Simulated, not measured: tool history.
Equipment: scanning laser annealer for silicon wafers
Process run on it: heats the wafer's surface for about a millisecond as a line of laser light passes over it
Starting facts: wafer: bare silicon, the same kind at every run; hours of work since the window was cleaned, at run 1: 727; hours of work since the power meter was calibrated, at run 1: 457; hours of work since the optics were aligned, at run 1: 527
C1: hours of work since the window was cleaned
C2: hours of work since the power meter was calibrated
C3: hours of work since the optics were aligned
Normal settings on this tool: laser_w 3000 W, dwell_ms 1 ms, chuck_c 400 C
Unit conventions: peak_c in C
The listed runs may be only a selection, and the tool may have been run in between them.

Run 1, hour 0: usual settings; C1 727; C2 457; C3 527. Result: peak_c 1192 C.
Run 2, hour 15.4: usual settings but chuck_c 388 C; C1 735; C2 465; C3 535. Result: peak_c 1179 C.
Run 3, hour 39.1: usual settings but chuck_c 388 C; C1 747; C2 477; C3 547. Result: peak_c 1180 C.
Run 4, hour 54.3: usual settings; C1 755; C2 485; C3 555. Result: peak_c 1185 C.
Run 5, hour 76.1: usual settings; C1 766; C2 496; C3 567. Result: peak_c 1188 C.
Run 6, hour 94.5: usual settings but chuck_c 405 C; C1 776; C2 506; C3 576. Result: peak_c 1194 C.
Run 7, hour 116.1: usual settings but chuck_c 405 C; C1 787; C2 517; C3 587. Result: peak_c 1194 C.
Run 8, hour 126.8: usual settings but chuck_c 405 C; C1 793; C2 523; C3 593. Result: peak_c 1191 C.
Run 9, hour 148.9: usual settings; C1 804; C2 534; C3 604. Result: peak_c 1187 C.
Run 10, hour 166.1: usual settings; C1 813; C2 543; C3 613. Result: peak_c 1187 C.
Run 11, hour 180: usual settings; C1 820; C2 550; C3 620. Result: peak_c 1184 C.
Run 12, hour 204.1: usual settings; C1 833; C2 563; C3 633. Result: peak_c 1183 C.
Run 13, hour 227.1: usual settings; C1 845; C2 575; C3 645. Result: peak_c 1185 C.
Run 14, hour 242.6: usual settings but laser_w 3032 W, dwell_ms 0.93 ms, chuck_c 420 C; C1 853; C2 583; C3 653. Result: peak_c 1186 C.
Run 15, hour 255.4: usual settings but laser_w 3121 W, dwell_ms 0.85 ms, chuck_c 366 C; C1 859; C2 589; C3 660. Result: peak_c 1119 C.
Run 16, hour 272.6: usual settings but laser_w 3121 W, dwell_ms 0.85 ms, chuck_c 366 C; C1 868; C2 598; C3 669. Result: peak_c 1119 C.
Run 17, hour 294.2: usual settings but dwell_ms 1.01 ms, chuck_c 436 C; C1 880; C2 610; C3 680. Result: peak_c 1224 C.
Run 18, hour 308.5: usual settings but dwell_ms 1.01 ms, chuck_c 407 C; C1 887; C2 617; C3 687. Result: peak_c 1188 C.
Run 19, hour 320.7: usual settings but laser_w 3148 W, dwell_ms 0.79 ms, chuck_c 437 C; C1 893; C2 623; C3 694. Result: peak_c 1169 C.
Run 20, hour 345.1: usual settings but laser_w 3179 W, dwell_ms 0.95 ms, chuck_c 370 C; C1 906; C2 636; C3 706. Result: peak_c 1178 C.
Run 21, hour 363.1: usual settings but laser_w 3179 W, dwell_ms 0.95 ms, chuck_c 370 C; C1 915; C2 645; C3 716. Result: peak_c 1179 C.
Run 22, hour 383.3: usual settings but laser_w 3179 W, dwell_ms 0.95 ms, chuck_c 370 C; C1 926; C2 656; C3 726. Result: peak_c 1175 C.
Run 23, hour 394.5: usual settings but laser_w 3179 W, dwell_ms 0.95 ms, chuck_c 370 C; C1 932; C2 662; C3 732. Result: peak_c 1175 C.

Alternative continuations, all from the tool just after run 23; predict every row:
Run A, hour 411.7: usual settings but laser_w 3179 W, dwell_ms 0.95 ms, chuck_c 422 C; C1 941; C2 671; C3 741. Result: peak_c ?.
Run B, hour 411.7: usual settings but laser_w 3208 W; C1 941; C2 671; C3 741. Result: peak_c ?.
Run C, hour 411.7: usual settings but laser_w 3063 W, dwell_ms 0.83 ms, chuck_c 386 C; C1 941; C2 671; C3 741. Result: peak_c ?.

run  peak_c
  A    1227
  B    1234
  C    1111
With the hidden condition removed and each run's random variation left untouched, the same runs would have given:
run  peak_c
  A    1277
  B    1287
  C    1157
